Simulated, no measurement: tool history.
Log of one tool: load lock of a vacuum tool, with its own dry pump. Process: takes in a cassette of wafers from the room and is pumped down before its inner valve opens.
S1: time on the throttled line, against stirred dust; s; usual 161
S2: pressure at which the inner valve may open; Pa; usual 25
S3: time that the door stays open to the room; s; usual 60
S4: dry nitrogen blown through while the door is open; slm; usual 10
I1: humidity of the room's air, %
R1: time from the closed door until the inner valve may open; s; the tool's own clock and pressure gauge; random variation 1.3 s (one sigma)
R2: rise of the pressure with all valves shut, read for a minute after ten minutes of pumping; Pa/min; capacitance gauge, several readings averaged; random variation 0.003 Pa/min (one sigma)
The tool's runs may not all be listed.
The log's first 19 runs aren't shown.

run 20 day=63.317 | S1=161 S2=21 S3=216 S4=10 | I1=44.1 | R1=221.2 R2=0.088
run 21 day=65.629 | S1=161 S2=25 S3=60 S4=24 | I1=42.8 | R1=220.9 R2=0.041
run 22 day=67.971 | S1=265 S2=25 S3=57 S4=14 | I1=46.5 | R1=313.5 R2=0.045
run 23 day=71.717 | S1=204 S2=25 S3=61 S4=7 | I1=46.5 | R1=258.9 R2=0.050
run 24 day=74.592 | S1=204 S2=25 S3=61 S4=7 | I1=47.8 | R1=256.9 R2=0.055
run 25 day=76.717 | S1=94 S2=20 S3=49 S4=5 | I1=45.1 | R1=160.5 R2=0.038
run 26 day=80.562 | S1=83 S2=44 S3=37 S4=16 | I1=45.4 | R1=143.8 R2=0.032
run 27 day=84.542 | S1=134 S2=25 S3=37 S4=10 | I1=45.0 | R1=195.8 R2=0.035
run 28 day=88.492 | S1=134 S2=25 S3=37 S4=10 | I1=47.3 | R1=194.9 R2=0.036
run 29 day=91.283 | S1=134 S2=38 S3=144 S4=10 | I1=46.7 | R1=191.2 R2=0.079
run 30 day=95.962 | S1=134 S2=38 S3=144 S4=10 | I1=44.6 | R1=191.3 R2=0.076
run 31 day=99.004 | S1=134 S2=38 S3=144 S4=10 | I1=46.3 | R1=189.9 R2=0.081
run 32 day=101.892 | S1=291 S2=25 S3=81 S4=23 | I1=42.8 | R1=335.0 R2=0.047
run 33 day=105.875 | S1=156 S2=25 S3=60 S4=10 | I1=47.5 | R1=216.8 R2=0.051
run 34 day=109.921 | S1=207 S2=19 S3=87 S4=10 | I1=42.6 | R1=264.9 R2=0.057
run 35 day=114.350 | S1=207 S2=19 S3=87 S4=10 | I1=43.0 | R1=262.5 R2=0.056
run 36 day=118.738 | S1=207 S2=19 S3=87 S4=10 | I1=44.3 | R1=265.8 R2=0.058

Forecast each of these 4 alternatives for the next run:
run A day=121.025 | S1=207 S2=19 S3=87 S4=7 | I1=44.3 | R1=? R2=?
run B day=121.025 | S1=82 S2=25 S3=87 S4=6 | I1=45.0 | R1=? R2=?
run C day=121.025 | S1=161 S2=22 S3=60 S4=10 | I1=46.7 | R1=? R2=?
run D day=121.025 | S1=207 S2=19 S3=87 S4=21 | I1=45.9 | R1=? R2=?

run=A R1=262.5 R2=0.065
run=B R1=147.2 R2=0.069
run=C R1=222.6 R2=0.052
run=D R1=264.1 R2=0.051
Without the tool's hidden state the same runs would have given:
run=A R1=252.4 R2=0.046
run=B R1=135.4 R2=0.049
run=C R1=211.6 R2=0.033
run=D R1=253.9 R2=0.031
